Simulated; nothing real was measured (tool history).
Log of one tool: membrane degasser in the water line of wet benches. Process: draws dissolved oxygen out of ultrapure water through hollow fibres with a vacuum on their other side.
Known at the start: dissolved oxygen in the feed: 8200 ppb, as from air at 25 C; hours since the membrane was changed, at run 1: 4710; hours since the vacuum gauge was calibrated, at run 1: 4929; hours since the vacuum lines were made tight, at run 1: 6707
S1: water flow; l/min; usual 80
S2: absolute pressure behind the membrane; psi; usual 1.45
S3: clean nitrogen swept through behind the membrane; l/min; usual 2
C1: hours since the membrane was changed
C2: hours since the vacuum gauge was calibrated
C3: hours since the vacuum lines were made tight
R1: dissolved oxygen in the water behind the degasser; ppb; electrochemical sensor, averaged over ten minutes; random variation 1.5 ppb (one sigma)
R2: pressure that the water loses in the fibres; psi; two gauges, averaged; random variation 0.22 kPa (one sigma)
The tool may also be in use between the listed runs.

| run | day | S1 | S2 | S3 | C1 | C2 | C3 | R1 | R2 |
|---|---|---|---|---|---|---|---|---|---|
| 1 | 0 | 80 | 1.45 | 2 | 4710 | 4929 | 6707 | 532.4 | 7.488 |
| 2 | 4.483 | 80 | 3.31 | 2 | 4818 | 5036 | 6814 | 1372.2 | 7.469 |
|  | 5.496 | seals of the vacuum lines changed |
| 3 | 7.621 | 72 | 1.45 | 2 | 4891 | 5109 | 51 | 485.6 | 6.762 |
| 4 | 11.396 | 72 | 1.45 | 2 | 4981 | 5200 | 142 | 486.6 | 6.754 |
| 5 | 17.054 | 72 | 1.45 | 2 | 5117 | 5336 | 277 | 484 | 6.682 |
| 6 | 20.046 | 72 | 1.45 | 2 | 5189 | 5408 | 349 | 488.3 | 6.776 |
| 7 | 22.95 | 72 | 1.45 | 2 | 5259 | 5477 | 419 | 487.2 | 6.727 |
| 8 | 27.338 | 72 | 1.45 | 2 | 5364 | 5583 | 524 | 487.1 | 6.77 |
| 9 | 34.138 | 80 | 0.88 | 2 | 5527 | 5746 | 687 | 243 | 7.497 |
| 10 | 40.379 | 80 | 0.88 | 2 | 5677 | 5896 | 837 | 243.8 | 7.485 |
| 11 | 45.267 | 80 | 3.57 | 2 | 5794 | 6013 | 954 | 1486.3 | 7.443 |
| 12 | 49.892 | 80 | 3.57 | 2 | 5905 | 6124 | 1066 | 1493.6 | 7.482 |
| 13 | 56.288 | 80 | 3.57 | 2 | 6059 | 6277 | 1219 | 1489.2 | 7.536 |
| 14 | 61.408 | 80 | 1.45 | 2 | 6182 | 6400 | 1342 | 541.5 | 7.458 |
| 15 | 67.279 | 80 | 1.45 | 2 | 6323 | 6541 | 1483 | 540.6 | 7.471 |
| 16 | 73.721 | 80 | 1.45 | 2 | 6477 | 6696 | 1637 | 540.3 | 7.465 |
| 17 | 79.1 | 80 | 1.19 | 2 | 6606 | 6825 | 1767 | 407.8 | 7.509 |
| 18 | 82.521 | 80 | 1.19 | 2 | 6688 | 6907 | 1849 | 407.3 | 7.482 |
| 19 | 87.304 | 91 | 1.19 | 4.98 | 6803 | 7022 | 1963 | 234.3 | 8.533 |
| 20 | 91.538 | 59 | 0.94 | 1.02 | 6905 | 7123 | 2065 | 350.3 | 5.485 |
| 21 | 98.258 | 60 | 1.45 | 2 | 7066 | 7285 | 2226 | 422.5 | 5.609 |
|  | 100.762 | gauge calibrated |
| 22 | 103.729 | 60 | 1.45 | 2 | 7197 | 7416 | 2358 | 415.7 | 5.625 |
| 23 | 107.604 | 63 | 2.77 | 0.94 | 7290 | 7509 | 2451 | 1609.6 | 5.893 |
| 24 | 113.379 | 89 | 1.45 | 2 | 7429 | 7648 | 2589 | 588.9 | 8.35 |
| 25 | 116.596 | 89 | 1.45 | 2 | 7506 | 7725 | 2666 | 585 | 8.372 |
|  | 120.596 | vacuum gauge calibrated |
| 26 | 121.346 | 115 | 1.61 | 0.99 | 7620 | 18 | 2780 | 1279.5 | 10.792 |
| 27 | 127.158 | 61 | 1.45 | 2.57 | 7759 | 157 | 2919 | 345.3 | 5.699 |
| 28 | 133.992 | 68 | 2.05 | 2.84 | 7923 | 321 | 3083 | 549.7 | 6.36 |
| 29 | 140.679 | 105 | 2.34 | 3.51 | 8084 | 482 | 3244 | 802.8 | 9.773 |
| 30 | 146.188 | 108 | 3.26 | 3.51 | 8216 | 614 | 3376 | 1163.6 | 10.15 |
| 31 | 150.567 | 120 | 1.44 | 3.51 | 8321 | 719 | 3481 | 542 | 11.269 |
| 32 | 154.954 | 120 | 1.44 | 3.51 | 8426 | 825 | 3587 | 545.3 | 11.245 |
| 33 | 159.392 | 64 | 3.5 | 1.3 | 8533 | 931 | 3693 | 1676.8 | 6.067 |

Some steps in R1 between neighbouring runs. How much of each would the tool show without its hidden state too (settings, what came in, random variation), and how much is left for the hidden state, with any gauge scatter that isn't in both results?
The hidden state here: membrane still open, %; true pressure behind the membrane over the reading, kPa; air that leaks in behind the membrane, l/min; drift of the gauge itself on oxygen_ppb, %; drift of the gauge itself on loss_of_pressure_kpa, %.
Run 10 -> 11: S2 0.88 -> 3.57. R1 +1242.5 ppb: hidden state +12.2, all else +1230.3.
Run 13 -> 14: S2 3.57 -> 1.45. R1 -947.7 ppb: hidden state -10.7, all else -937.
Run 22 -> 23: S1 60 -> 63, S2 1.45 -> 2.77, S3 2 -> 0.94. R1 +1193.9 ppb: hidden state +2.2, all else +1191.7.
Run 32 -> 33: S1 120 -> 64, S2 1.44 -> 3.5, S3 3.51 -> 1.3. R1 +1131.5 ppb: hidden state +14.4, all else +1117.1.
